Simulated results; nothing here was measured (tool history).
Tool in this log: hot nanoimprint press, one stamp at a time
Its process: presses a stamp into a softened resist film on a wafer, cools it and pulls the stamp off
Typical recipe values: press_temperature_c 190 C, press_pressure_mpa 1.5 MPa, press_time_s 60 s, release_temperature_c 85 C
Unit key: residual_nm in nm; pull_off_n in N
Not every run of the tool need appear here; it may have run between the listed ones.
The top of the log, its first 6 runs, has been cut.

| run | hour | press_temperature_c | press_pressure_mpa | press_time_s | release_temperature_c | residual_nm | pull_off_n |
|---|---|---|---|---|---|---|---|
|  | 138.5 | plate thermocouple calibrated |
| 7 | 157.6 | 198 | 1.5 | 60 | 85 | 145.5 | 132 |
|  | 187.4 | press's hydraulic seals changed and the load cell set to zero |
| 8 | 190.4 | 190 | 1.5 | 60 | 84 | 174.9 | 134 |
| 9 | 229.6 | 190 | 1.5 | 60 | 84 | 174.3 | 138 |
|  | 250.5 | stamp cleaned and given a new release coat |
| 10 | 271.9 | 190 | 1.5 | 60 | 84 | 174.8 | 135 |
| 11 | 304.6 | 190 | 1.5 | 60 | 84 | 174.4 | 136 |
| 12 | 332.1 | 190 | 1.5 | 60 | 85 | 174.8 | 134 |
| 13 | 362.8 | 190 | 1.5 | 60 | 85 | 174.5 | 132 |
| 14 | 379.3 | 188 | 1.5 | 60 | 85 | 183.1 | 133 |
| 15 | 398.9 | 190 | 1.63 | 60 | 85 | 167.5 | 134 |
|  | 418.6 | stamp cleaned and given a new release coat |
| 16 | 428.5 | 191 | 1.5 | 46 | 75 | 187.1 | 167 |
| 17 | 466 | 191 | 1.5 | 46 | 75 | 187.6 | 170 |
| 18 | 503.8 | 195 | 1.04 | 110 | 83 | 151.3 | 142 |
| 19 | 529.3 | 183 | 1.5 | 52 | 80 | 214.7 | 152 |
| 20 | 553.8 | 190 | 1.5 | 35 | 91 | 209.6 | 112 |
|  | 586.2 | stamp cleaned and given a new release coat |
| 21 | 593.9 | 178 | 1.5 | 53 | 85 | 237.7 | 132 |
| 22 | 614.7 | 178 | 1.5 | 53 | 85 | 237.4 | 135 |
| 23 | 644.6 | 180 | 1.5 | 53 | 85 | 227.6 | 133 |
| 24 | 673.2 | 196 | 0.97 | 34 | 81 | 224.6 | 150 |
| 25 | 696.1 | 190 | 2.23 | 85 | 85 | 126.4 | 133 |
| 26 | 719.1 | 194 | 1.96 | 39 | 81 | 164.3 | 145 |
|  | 747.9 | plate thermocouple calibrated |
|  | 757 | stamp cleaned and given a new release coat |
| 27 | 761.2 | 180 | 1 | 67 | 85 | 248.1 | 131 |

What does the tool deliver on the next run?
| 28 | 788.4 | 180 | 1 | 67 | 85 | ? | ? |

{"run 28": {"residual_nm": 248.4, "pull_off_n": 134}}
If the tool had no hidden condition, the same run with the same run-to-run variation would have returned residual_nm 245.4 nm, pull_off_n 134 N.

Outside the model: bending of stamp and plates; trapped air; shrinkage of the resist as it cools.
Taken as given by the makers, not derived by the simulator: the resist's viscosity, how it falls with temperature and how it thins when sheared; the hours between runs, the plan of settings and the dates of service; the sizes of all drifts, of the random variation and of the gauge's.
